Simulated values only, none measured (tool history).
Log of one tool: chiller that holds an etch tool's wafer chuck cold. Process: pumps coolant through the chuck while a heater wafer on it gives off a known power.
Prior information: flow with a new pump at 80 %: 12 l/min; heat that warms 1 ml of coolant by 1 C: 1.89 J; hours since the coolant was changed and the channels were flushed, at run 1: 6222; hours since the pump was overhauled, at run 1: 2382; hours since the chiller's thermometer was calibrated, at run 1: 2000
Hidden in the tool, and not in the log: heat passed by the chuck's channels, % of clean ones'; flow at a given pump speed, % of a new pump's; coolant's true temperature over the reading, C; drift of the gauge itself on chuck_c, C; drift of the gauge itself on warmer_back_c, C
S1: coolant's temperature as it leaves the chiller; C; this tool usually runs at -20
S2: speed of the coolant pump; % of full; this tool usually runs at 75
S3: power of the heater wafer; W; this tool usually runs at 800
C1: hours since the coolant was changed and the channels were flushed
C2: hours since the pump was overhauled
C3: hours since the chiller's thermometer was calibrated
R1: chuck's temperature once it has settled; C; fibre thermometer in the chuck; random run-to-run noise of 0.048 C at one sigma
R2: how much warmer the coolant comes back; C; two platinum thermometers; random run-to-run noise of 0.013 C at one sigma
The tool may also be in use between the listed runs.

Run 1, hour 0.0: usual settings; C1 6222; C2 2382; C3 2000. Result: R1 -12.14 C, R2 2.27 C.
Run 2, hour 30.9: usual settings; C1 6253; C2 2412; C3 2031. Result: R1 -12.20 C, R2 2.31 C.
Run 3, hour 95.3: usual settings; C1 6318; C2 2477; C3 2095. Result: R1 -12.24 C, R2 2.30 C.
Run 4, hour 161.7: usual settings; C1 6384; C2 2543; C3 2162. Result: R1 -12.19 C, R2 2.28 C.
Run 5, hour 198.4: usual settings; C1 6421; C2 2580; C3 2198. Result: R1 -12.22 C, R2 2.27 C.
Run 6, hour 227.9: usual settings but S1 -24 C; C1 6450; C2 2610; C3 2228. Result: R1 -16.15 C, R2 2.29 C.
Run 7, hour 291.0: usual settings; C1 6513; C2 2673; C3 2291. Result: R1 -12.15 C, R2 2.28 C.
Run 8, hour 327.8: usual settings; C1 6550; C2 2709; C3 2328. Result: R1 -12.30 C, R2 2.30 C.
Run 9, hour 390.3: usual settings; C1 6613; C2 2772; C3 2390. Result: R1 -12.09 C, R2 2.30 C.
Run 10, hour 453.5: usual settings but S1 -25 C, S2 98 % of full, S3 440 W; C1 6676; C2 2835; C3 2454. Result: R1 -21.43 C, R2 0.98 C.
Run 11, hour 494.9: usual settings but S1 -23 C, S3 625 W; C1 6717; C2 2876; C3 2495. Result: R1 -17.03 C, R2 1.77 C.
Run 12, hour 532.6: usual settings but S1 -11 C, S2 87 % of full, S3 533 W; C1 6755; C2 2914; C3 2533. Result: R1 -6.34 C, R2 1.32 C.
Run 13, hour 581.8: usual settings but S1 -22 C, S2 76 % of full, S3 1124 W; C1 6804; C2 2963; C3 2582. Result: R1 -11.08 C, R2 3.20 C.
Run 14, hour 635.4: usual settings but S1 -22 C, S2 76 % of full, S3 1124 W; C1 6858; C2 3017; C3 2635. Result: R1 -11.07 C, R2 3.18 C.
Run 15, hour 698.8: usual settings but S1 -22 C, S2 76 % of full, S3 1124 W; C1 6921; C2 3080; C3 2699. Result: R1 -11.03 C, R2 3.17 C.
Run 16, hour 734.6: usual settings but S1 -21 C, S2 62 % of full, S3 530 W; C1 6957; C2 3116; C3 2735. Result: R1 -15.16 C, R2 1.81 C.

Each row is a separate what-if for the run after 16, all from the same tool condition, not one after another. Results?
Run A, hour 784.9: usual settings but S1 -12 C, S2 62 % of full, S3 513 W; C1 7007; C2 3166; C3 2785. Result: R1 ?, R2 ?.
Run B, hour 784.9: usual settings but S1 -11 C; C1 7007; C2 3166; C3 2785. Result: R1 ?, R2 ?.
Run C, hour 784.9: usual settings but S1 -17 C, S2 69 % of full, S3 873 W; C1 7007; C2 3166; C3 2785. Result: R1 ?, R2 ?.

run     R1    R2
  A  -6.35  1.76
  B  -3.13  2.30
  C  -8.00  2.71
With no hidden state in the tool, these same runs would have given:
run     R1    R2
  A  -6.69  1.72
  B  -3.64  2.25
  C  -8.60  2.65
